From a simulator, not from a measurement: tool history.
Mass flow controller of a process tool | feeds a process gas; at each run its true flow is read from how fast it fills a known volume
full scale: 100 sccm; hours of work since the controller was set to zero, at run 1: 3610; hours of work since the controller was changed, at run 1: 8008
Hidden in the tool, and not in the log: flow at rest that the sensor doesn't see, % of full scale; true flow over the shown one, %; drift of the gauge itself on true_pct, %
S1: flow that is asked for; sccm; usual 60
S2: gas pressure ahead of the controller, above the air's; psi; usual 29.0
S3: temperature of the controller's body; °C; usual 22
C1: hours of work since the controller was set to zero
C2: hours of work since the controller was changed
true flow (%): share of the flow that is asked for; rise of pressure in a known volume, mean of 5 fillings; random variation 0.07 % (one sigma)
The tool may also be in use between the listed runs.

run 1 day=0.000 | S1=60 S2=29.0 S3=22 | C1=3610 C2=8008 | true_flow_(%)=99.09
run 2 day=19.325 | S1=60 S2=29.0 S3=22 | C1=3800 C2=8198 | true_flow_(%)=99.07
run 3 day=40.029 | S1=60 S2=29.0 S3=22 | C1=4004 C2=8401 | true_flow_(%)=99.05
run 4 day=50.958 | S1=60 S2=29.0 S3=22 | C1=4111 C2=8509 | true_flow_(%)=98.96
run 5 day=66.258 | S1=60 S2=29.0 S3=22 | C1=4262 C2=8659 | true_flow_(%)=98.80
run 6 day=76.646 | S1=60 S2=29.0 S3=22 | C1=4364 C2=8762 | true_flow_(%)=98.76
-- day=79.254 controller's zero set anew
run 7 day=85.117 | S1=60 S2=29.0 S3=22 | C1=58 C2=8845 | true_flow_(%)=98.80
run 8 day=103.962 | S1=60 S2=29.0 S3=34 | C1=243 C2=9030 | true_flow_(%)=98.19
run 9 day=118.688 | S1=60 S2=29.0 S3=34 | C1=388 C2=9175 | true_flow_(%)=98.12
run 10 day=132.129 | S1=60 S2=29.0 S3=34 | C1=520 C2=9307 | true_flow_(%)=97.96
run 11 day=141.408 | S1=65 S2=29.0 S3=22 | C1=611 C2=9398 | true_flow_(%)=98.31
run 12 day=161.875 | S1=65 S2=29.0 S3=22 | C1=813 C2=9600 | true_flow_(%)=98.30
run 13 day=181.138 | S1=65 S2=29.0 S3=22 | C1=1002 C2=9789 | true_flow_(%)=98.29
run 14 day=190.658 | S1=65 S2=29.0 S3=22 | C1=1096 C2=9883 | true_flow_(%)=98.24
run 15 day=199.138 | S1=65 S2=29.0 S3=22 | C1=1179 C2=9966 | true_flow_(%)=98.18
run 16 day=210.838 | S1=65 S2=29.0 S3=22 | C1=1294 C2=10081 | true_flow_(%)=98.03
run 17 day=224.992 | S1=65 S2=29.0 S3=22 | C1=1434 C2=10221 | true_flow_(%)=97.95
run 18 day=240.783 | S1=65 S2=29.0 S3=22 | C1=1589 C2=10376 | true_flow_(%)=97.80
run 19 day=252.812 | S1=65 S2=29.0 S3=22 | C1=1707 C2=10494 | true_flow_(%)=97.75
run 20 day=266.258 | S1=24 S2=29.0 S3=22 | C1=1839 C2=10626 | true_flow_(%)=96.76
-- day=279.075 gauge calibrated
run 21 day=279.075 | S1=60 S2=39.5 S3=22 | C1=1966 C2=10753 | true_flow_(%)=98.82
run 22 day=292.012 | S1=60 S2=39.5 S3=22 | C1=2093 C2=10880 | true_flow_(%)=98.79
run 23 day=300.792 | S1=25 S2=39.5 S3=28 | C1=2179 C2=10966 | true_flow_(%)=97.80
run 24 day=321.425 | S1=10 S2=35.8 S3=22 | C1=2382 C2=11169 | true_flow_(%)=97.54
run 25 day=333.079 | S1=96 S2=30.5 S3=22 | C1=2497 C2=11284 | true_flow_(%)=99.58
run 26 day=343.862 | S1=74 S2=33.8 S3=29 | C1=2603 C2=11390 | true_flow_(%)=98.64
run 27 day=363.717 | S1=74 S2=33.8 S3=29 | C1=2798 C2=11585 | true_flow_(%)=98.70
run 28 day=381.629 | S1=18 S2=29.0 S3=22 | C1=2974 C2=11761 | true_flow_(%)=97.69
run 29 day=393.788 | S1=18 S2=40.5 S3=25 | C1=3094 C2=11881 | true_flow_(%)=97.15
run 30 day=409.904 | S1=18 S2=40.5 S3=25 | C1=3252 C2=12039 | true_flow_(%)=96.92
run 31 day=423.683 | S1=62 S2=26.1 S3=22 | C1=3388 C2=12175 | true_flow_(%)=98.38
run 32 day=439.050 | S1=62 S2=34.4 S3=29 | C1=3539 C2=12326 | true_flow_(%)=97.82
run 33 day=458.250 | S1=13 S2=22.5 S3=28 | C1=3728 C2=12515 | true_flow_(%)=97.16
run 34 day=470.904 | S1=60 S2=40.5 S3=22 | C1=3852 C2=12639 | true_flow_(%)=97.71
run 35 day=483.796 | S1=60 S2=40.5 S3=22 | C1=3979 C2=12766 | true_flow_(%)=97.56
run 36 day=499.808 | S1=54 S2=29.6 S3=36 | C1=4137 C2=12924 | true_flow_(%)=97.30
run 37 day=515.196 | S1=55 S2=36.3 S3=36 | C1=4288 C2=13075 | true_flow_(%)=96.89
-- day=525.583 controller's zero set anew
run 38 day=527.938 | S1=28 S2=36.3 S3=36 | C1=23 C2=13200 | true_flow_(%)=96.31
run 39 day=543.188 | S1=58 S2=21.0 S3=36 | C1=173 C2=13350 | true_flow_(%)=97.46
run 40 day=555.971 | S1=39 S2=40.3 S3=36 | C1=299 C2=13476 | true_flow_(%)=96.32
run 41 day=571.262 | S1=39 S2=40.3 S3=36 | C1=449 C2=13626 | true_flow_(%)=96.06
run 42 day=587.804 | S1=61 S2=29.0 S3=35 | C1=612 C2=13789 | true_flow_(%)=96.91
run 43 day=604.225 | S1=48 S2=20.9 S3=22 | C1=774 C2=13951 | true_flow_(%)=97.17
run 44 day=617.671 | S1=20 S2=33.5 S3=35 | C1=906 C2=14083 | true_flow_(%)=95.87

Forecast each of these 3 alternatives for the next run:
run A day=630.529 | S1=78 S2=29.2 S3=29 | C1=1032 C2=14209 | true_flow_(%)=?
run B day=630.529 | S1=41 S2=31.5 S3=36 | C1=1032 C2=14209 | true_flow_(%)=?
run C day=630.529 | S1=24 S2=25.1 S3=23 | C1=1032 C2=14209 | true_flow_(%)=?

run=A true_flow_(%)=97.25
run=B true_flow_(%)=96.20
run=C true_flow_(%)=96.36
Without the tool's hidden state the same runs would have given:
run=A true_flow_(%)=99.42
run=B true_flow_(%)=98.35
run=C true_flow_(%)=98.51

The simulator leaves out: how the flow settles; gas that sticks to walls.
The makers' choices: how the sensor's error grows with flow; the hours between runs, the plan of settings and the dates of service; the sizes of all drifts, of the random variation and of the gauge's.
